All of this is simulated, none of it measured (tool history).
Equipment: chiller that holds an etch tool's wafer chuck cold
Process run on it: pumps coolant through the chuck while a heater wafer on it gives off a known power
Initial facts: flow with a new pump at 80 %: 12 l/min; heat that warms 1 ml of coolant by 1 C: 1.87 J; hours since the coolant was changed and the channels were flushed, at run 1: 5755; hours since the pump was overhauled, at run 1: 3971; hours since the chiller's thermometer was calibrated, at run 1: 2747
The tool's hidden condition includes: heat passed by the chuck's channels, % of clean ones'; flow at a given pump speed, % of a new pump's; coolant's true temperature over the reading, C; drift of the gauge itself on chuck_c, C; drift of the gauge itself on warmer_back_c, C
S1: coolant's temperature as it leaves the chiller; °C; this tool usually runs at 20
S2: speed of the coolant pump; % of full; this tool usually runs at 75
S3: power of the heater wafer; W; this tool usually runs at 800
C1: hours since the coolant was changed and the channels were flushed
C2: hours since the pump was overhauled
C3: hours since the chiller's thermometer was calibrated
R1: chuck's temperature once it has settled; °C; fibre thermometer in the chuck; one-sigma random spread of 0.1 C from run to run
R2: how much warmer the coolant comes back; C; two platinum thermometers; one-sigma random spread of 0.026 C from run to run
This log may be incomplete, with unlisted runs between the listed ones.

{"run": 1, "hour": 0.0, "S1": 20, "S2": 75, "S3": 800, "C1": 5755, "C2": 3971, "C3": 2747, "R1": 25.3, "R2": 2.29}
{"run": 2, "hour": 220.9, "S1": 20, "S2": 75, "S3": 800, "C1": 5976, "C2": 4192, "C3": 2968, "R1": 25.4, "R2": 2.3}
{"run": 3, "hour": 372.0, "S1": 20, "S2": 75, "S3": 800, "C1": 6127, "C2": 4343, "C3": 3119, "R1": 25.4, "R2": 2.31}
{"run": 4, "hour": 528.4, "S1": 20, "S2": 75, "S3": 800, "C1": 6283, "C2": 4500, "C3": 3275, "R1": 25.4, "R2": 2.23}
{"run": 5, "hour": 645.5, "S1": 20, "S2": 79, "S3": 800, "C1": 6400, "C2": 4617, "C3": 3392, "R1": 25.2, "R2": 2.12}
{"run": 6, "hour": 825.4, "S1": 20, "S2": 75, "S3": 799, "C1": 6580, "C2": 4797, "C3": 3572, "R1": 25.4, "R2": 2.26}
{"hour": 985.0, "done": "chiller's thermometer calibrated"}
{"run": 7, "hour": 1048.9, "S1": 20, "S2": 75, "S3": 799, "C1": 6803, "C2": 5019, "C3": 64, "R1": 25.5, "R2": 2.17}
{"run": 8, "hour": 1224.9, "S1": 20, "S2": 75, "S3": 799, "C1": 6979, "C2": 5195, "C3": 240, "R1": 25.5, "R2": 2.2}
{"run": 9, "hour": 1314.3, "S1": 10, "S2": 75, "S3": 800, "C1": 7068, "C2": 5285, "C3": 329, "R1": 15.1, "R2": 2.22}
{"run": 10, "hour": 1480.8, "S1": 10, "S2": 75, "S3": 800, "C1": 7234, "C2": 5451, "C3": 496, "R1": 15.5, "R2": 2.12}
{"run": 11, "hour": 1622.0, "S1": 20, "S2": 75, "S3": 800, "C1": 7376, "C2": 5592, "C3": 637, "R1": 25.7, "R2": 2.17}
{"run": 12, "hour": 1723.6, "S1": 20, "S2": 75, "S3": 800, "C1": 7477, "C2": 5694, "C3": 739, "R1": 25.2, "R2": 2.18}
{"run": 13, "hour": 1832.2, "S1": 20, "S2": 75, "S3": 1006, "C1": 7586, "C2": 5803, "C3": 847, "R1": 26.6, "R2": 2.73}
{"run": 14, "hour": 1951.4, "S1": 20, "S2": 75, "S3": 1006, "C1": 7705, "C2": 5922, "C3": 966, "R1": 26.7, "R2": 2.75}
{"run": 15, "hour": 2111.9, "S1": 11, "S2": 75, "S3": 800, "C1": 7866, "C2": 6082, "C3": 1127, "R1": 16.3, "R2": 2.13}
{"hour": 2242.5, "done": "gauge calibrated"}
{"run": 16, "hour": 2317.5, "S1": 20, "S2": 75, "S3": 800, "C1": 8071, "C2": 6288, "C3": 1333, "R1": 25.5, "R2": 2.29}
{"run": 17, "hour": 2517.2, "S1": 20, "S2": 75, "S3": 784, "C1": 8271, "C2": 6488, "C3": 1532, "R1": 25.4, "R2": 2.24}
{"hour": 2598.2, "done": "coolant changed, channels flushed"}
{"run": 18, "hour": 2666.5, "S1": 20, "S2": 75, "S3": 784, "C1": 68, "C2": 6631, "C3": 1676, "R1": 25.2, "R2": 2.2}
{"run": 19, "hour": 2887.0, "S1": 20, "S2": 75, "S3": 784, "C1": 289, "C2": 6851, "C3": 1896, "R1": 25.3, "R2": 2.23}
{"run": 20, "hour": 2978.2, "S1": 16, "S2": 83, "S3": 800, "C1": 380, "C2": 6943, "C3": 1987, "R1": 20.8, "R2": 2.0}
{"run": 21, "hour": 3194.8, "S1": 11, "S2": 83, "S3": 953, "C1": 597, "C2": 7159, "C3": 2204, "R1": 17.0, "R2": 2.43}
{"run": 22, "hour": 3362.4, "S1": 11, "S2": 83, "S3": 1111, "C1": 764, "C2": 7327, "C3": 2371, "R1": 17.9, "R2": 2.76}
{"run": 23, "hour": 3540.7, "S1": 11, "S2": 83, "S3": 1111, "C1": 943, "C2": 7505, "C3": 2550, "R1": 17.9, "R2": 2.77}
{"run": 24, "hour": 3709.0, "S1": 10, "S2": 75, "S3": 800, "C1": 1111, "C2": 7673, "C3": 2718, "R1": 15.4, "R2": 2.19}
{"run": 25, "hour": 3868.5, "S1": 20, "S2": 73, "S3": 864, "C1": 1270, "C2": 7833, "C3": 2878, "R1": 25.8, "R2": 2.41}
{"run": 26, "hour": 4049.4, "S1": 24, "S2": 92, "S3": 490, "C1": 1451, "C2": 8014, "C3": 3058, "R1": 26.8, "R2": 0.96}
{"run": 27, "hour": 4215.6, "S1": 20, "S2": 78, "S3": 800, "C1": 1617, "C2": 8180, "C3": 3225, "R1": 25.2, "R2": 2.02}
{"run": 28, "hour": 4370.9, "S1": 20, "S2": 78, "S3": 800, "C1": 1773, "C2": 8335, "C3": 3380, "R1": 25.2, "R2": 2.05}
{"run": 29, "hour": 4588.6, "S1": 11, "S2": 63, "S3": 800, "C1": 1990, "C2": 8553, "C3": 3598, "R1": 17.5, "R2": 2.6}
{"run": 30, "hour": 4712.7, "S1": 17, "S2": 98, "S3": 842, "C1": 2115, "C2": 8677, "C3": 3722, "R1": 21.3, "R2": 1.59}
{"hour": 4733.2, "done": "chiller's thermometer calibrated"}
{"run": 31, "hour": 4864.3, "S1": 18, "S2": 68, "S3": 800, "C1": 2265, "C2": 8828, "C3": 131, "R1": 24.0, "R2": 2.36}

Below are 4 alternative next runs, each starting from the tool's condition after run 31. Predict each:
{"hour": 4884.3, "done": "gauge calibrated"}
{"run": "A", "hour": 5076.6, "S1": 18, "S2": 91, "S3": 551, "C1": 2477, "C2": 9040, "C3": 343, "R1": "?", "R2": "?"}
{"hour": 4884.3, "done": "gauge calibrated"}
{"run": "B", "hour": 5076.6, "S1": 24, "S2": 66, "S3": 495, "C1": 2477, "C2": 9040, "C3": 343, "R1": "?", "R2": "?"}
{"hour": 4884.3, "done": "gauge calibrated"}
{"run": "C", "hour": 5076.6, "S1": 12, "S2": 97, "S3": 537, "C1": 2477, "C2": 9040, "C3": 343, "R1": "?", "R2": "?"}
{"hour": 4884.3, "done": "gauge calibrated"}
{"run": "D", "hour": 5076.6, "S1": 13, "S2": 75, "S3": 771, "C1": 2477, "C2": 9040, "C3": 343, "R1": "?", "R2": "?"}

run=A R1=21.2 R2=1.25
run=B R1=27.8 R2=1.60
run=C R1=14.9 R2=1.14
run=D R1=18.3 R2=2.16
The same runs, with their run-to-run variation unchanged, on a tool lacking any hidden condition would have given:
run=A R1=21.2 R2=1.26
run=B R1=27.7 R2=1.61
run=C R1=14.9 R2=1.15
run=D R1=18.3 R2=2.17

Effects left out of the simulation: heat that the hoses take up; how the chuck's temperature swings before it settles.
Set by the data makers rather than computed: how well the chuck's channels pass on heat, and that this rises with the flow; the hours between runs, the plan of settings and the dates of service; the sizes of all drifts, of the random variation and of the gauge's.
